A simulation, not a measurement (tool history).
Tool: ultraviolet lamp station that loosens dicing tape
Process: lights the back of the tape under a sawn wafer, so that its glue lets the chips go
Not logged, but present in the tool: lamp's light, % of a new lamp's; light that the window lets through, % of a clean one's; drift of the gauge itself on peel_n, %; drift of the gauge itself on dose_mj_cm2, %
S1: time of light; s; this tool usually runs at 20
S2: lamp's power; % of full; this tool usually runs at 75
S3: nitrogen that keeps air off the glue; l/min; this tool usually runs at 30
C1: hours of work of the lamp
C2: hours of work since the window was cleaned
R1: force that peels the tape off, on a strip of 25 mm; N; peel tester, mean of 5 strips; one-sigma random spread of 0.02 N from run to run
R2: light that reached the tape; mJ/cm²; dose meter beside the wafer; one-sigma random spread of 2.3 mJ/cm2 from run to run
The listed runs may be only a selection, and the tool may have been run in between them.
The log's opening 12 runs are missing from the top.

run	hour	S1	S2	S3	C1	C2	R1	R2
13	158.4	20	75	30	139	35	1.362	196
14	171.9	20	75	30	146	42	1.389	190
# hour 182.5: window cleaned of glue's vapour, once more
15	189.2	20	75	30	154	3	1.143	216
16	201	20	75	37	160	9	0.964	214
17	218.5	20	75	18	169	18	1.62	220
18	234.7	20	75	18	177	27	1.648	212
19	244.5	20	75	18	182	32	1.67	214
20	262.9	20	75	18	192	41	1.637	210
21	280.9	20	75	25	201	50	1.32	207
22	294.8	13	77	16	208	57	3.17	139
23	308.2	13	81	30	215	64	2.217	151
24	325.1	21	100	17	223	73	0.91	292
25	342.5	21	92	17	232	81	1.127	273
26	353.6	20	82	15	238	87	1.674	232
27	372.9	20	82	15	247	97	1.732	226
28	388.8	12	82	35	256	105	2.336	135
29	396.8	29	75	14	260	109	1.024	294
30	411.9	29	75	14	267	117	1.092	292
31	422.5	26	77	18	273	122	1.047	271
32	434.6	20	68	27	279	128	1.581	185
33	453.9	23	89	28	289	138	0.667	270
34	470.7	10	62	13	297	147	5.226	82
35	482.2	16	79	34	303	152	1.595	169
36	490.3	23	65	12	307	157	2.402	199

Estimate the outcome of run 37 from the log above:
37	502.9	13	64	30	314	163	?	?

{"run 37": {"R1": 3.248, "R2": 111}}
With no hidden state in the tool, this same run would have given R1 2.755 N, R2 127 mJ/cm².
